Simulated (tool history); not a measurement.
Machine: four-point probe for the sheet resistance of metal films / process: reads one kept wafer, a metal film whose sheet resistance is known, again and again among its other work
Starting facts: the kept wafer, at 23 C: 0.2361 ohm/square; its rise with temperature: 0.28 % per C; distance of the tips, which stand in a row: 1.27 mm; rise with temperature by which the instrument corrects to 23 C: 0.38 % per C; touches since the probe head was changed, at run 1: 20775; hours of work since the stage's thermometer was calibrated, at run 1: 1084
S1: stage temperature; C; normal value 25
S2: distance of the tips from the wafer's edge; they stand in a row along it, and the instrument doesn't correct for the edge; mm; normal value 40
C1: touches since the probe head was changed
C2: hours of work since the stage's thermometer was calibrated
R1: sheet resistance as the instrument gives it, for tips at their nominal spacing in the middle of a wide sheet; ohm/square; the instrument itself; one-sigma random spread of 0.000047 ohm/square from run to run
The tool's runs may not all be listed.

Run 1, hour 0: usual settings; C1 20775; C2 1084. Result: R1 0.235536 ohm/square.
Run 2, hour 17.4: usual settings but S1 30 C; C1 21333; C2 1096. Result: R1 0.234469 ohm/square.
Run 3, hour 35.3: usual settings but S1 30 C; C1 21906; C2 1108. Result: R1 0.234384 ohm/square.
Run 4, hour 49.5: usual settings but S1 30 C; C1 22364; C2 1117. Result: R1 0.234407 ohm/square.
Run 5, hour 62.6: usual settings but S1 30 C; C1 22783; C2 1126. Result: R1 0.234434 ohm/square.
Run 6, hour 79.7: usual settings but S2 4 mm; C1 23333; C2 1137. Result: R1 0.24751 ohm/square.
Run 7, hour 94.9: usual settings but S2 4 mm; C1 23820; C2 1148. Result: R1 0.247479 ohm/square.
Run 8, hour 117.2: usual settings but S2 4 mm; C1 24534; C2 1162. Result: R1 0.247372 ohm/square.
Run 9, hour 128.7: usual settings but S2 4 mm; C1 24906; C2 1170. Result: R1 0.247531 ohm/square.
Run 10, hour 142.5: usual settings but S2 4 mm; C1 25348; C2 1179. Result: R1 0.247551 ohm/square.
Run 11, hour 158.7: usual settings but S1 21 C, S2 4 mm; C1 25868; C2 1190. Result: R1 0.248405 ohm/square.
Run 12, hour 176.1: usual settings but S1 21 C, S2 4 mm; C1 26425; C2 1202. Result: R1 0.248245 ohm/square.
Run 13, hour 192.9: usual settings but S2 16 mm; C1 26965; C2 1213. Result: R1 0.236155 ohm/square.
Run 14, hour 214.2: usual settings but S2 16 mm; C1 27649; C2 1227. Result: R1 0.236169 ohm/square.
Run 15, hour 231.3: usual settings but S2 16 mm; C1 28198; C2 1238. Result: R1 0.236057 ohm/square.
Run 16, hour 241: usual settings but S1 19 C, S2 4 mm; C1 28510; C2 1245. Result: R1 0.248934 ohm/square.
Run 17, hour 256: usual settings but S1 19 C, S2 4 mm; C1 28990; C2 1255. Result: R1 0.248863 ohm/square.
Run 18, hour 273.4: usual settings but S1 19 C, S2 4 mm; C1 29549; C2 1266. Result: R1 0.248894 ohm/square.
Run 19, hour 291.4: usual settings but S2 23 mm; C1 30126; C2 1278. Result: R1 0.235672 ohm/square.
Run 20, hour 305.2: usual settings but S1 23 C, S2 36 mm; C1 30570; C2 1287. Result: R1 0.235908 ohm/square.
Run 21, hour 320: usual settings but S1 23 C, S2 4 mm; C1 31045; C2 1297. Result: R1 0.247815 ohm/square.
Run 22, hour 330: usual settings but S1 28 C, S2 9 mm; C1 31366; C2 1304. Result: R1 0.237071 ohm/square.
Run 23, hour 340.1: usual settings but S1 19 C, S2 51 mm; C1 31690; C2 1311. Result: R1 0.236773 ohm/square.
Run 24, hour 351.7: usual settings but S1 29 C, S2 51 mm; C1 32062; C2 1318. Result: R1 0.234481 ohm/square.
Run 25, hour 361.9: usual settings but S1 31 C, S2 18 mm; C1 32390; C2 1325. Result: R1 0.234518 ohm/square.
Run 26, hour 379.1: usual settings but S1 27 C, S2 68 mm; C1 32941; C2 1337. Result: R1 0.23475 ohm/square.
Run 27, hour 397.2: usual settings but S1 27 C, S2 68 mm; C1 33521; C2 1349. Result: R1 0.234853 ohm/square.
Run 28, hour 420: usual settings but S1 21 C, S2 69 mm; C1 34252; C2 1364. Result: R1 0.236222 ohm/square.
Run 29, hour 441.6: usual settings but S2 31 mm; C1 34945; C2 1378. Result: R1 0.235454 ohm/square.

5 ways to go on from here, each from the tool as it stands after run 29. What would each give?
Run A, hour 463.5: usual settings but S1 18 C, S2 22 mm; C1 35650; C2 1393. Result: R1 ?.
Run B, hour 463.5: usual settings but S1 32 C, S2 26 mm; C1 35650; C2 1393. Result: R1 ?.
Run C, hour 463.5: usual settings but S1 31 C, S2 19 mm; C1 35650; C2 1393. Result: R1 ?.
Run D, hour 463.5: usual settings but S2 19 mm; C1 35650; C2 1393. Result: R1 ?.
Run E, hour 463.5: usual settings but S1 26 C, S2 4 mm; C1 35650; C2 1393. Result: R1 ?.

run        R1
  A  0.237226
  B  0.233953
  C  0.234492
  D  0.235784
  E  0.246983
What these runs would have given with no unlogged condition in the tool:
run        R1
  A  0.237652
  B  0.234383
  C  0.234923
  D  0.236212
  E  0.247429

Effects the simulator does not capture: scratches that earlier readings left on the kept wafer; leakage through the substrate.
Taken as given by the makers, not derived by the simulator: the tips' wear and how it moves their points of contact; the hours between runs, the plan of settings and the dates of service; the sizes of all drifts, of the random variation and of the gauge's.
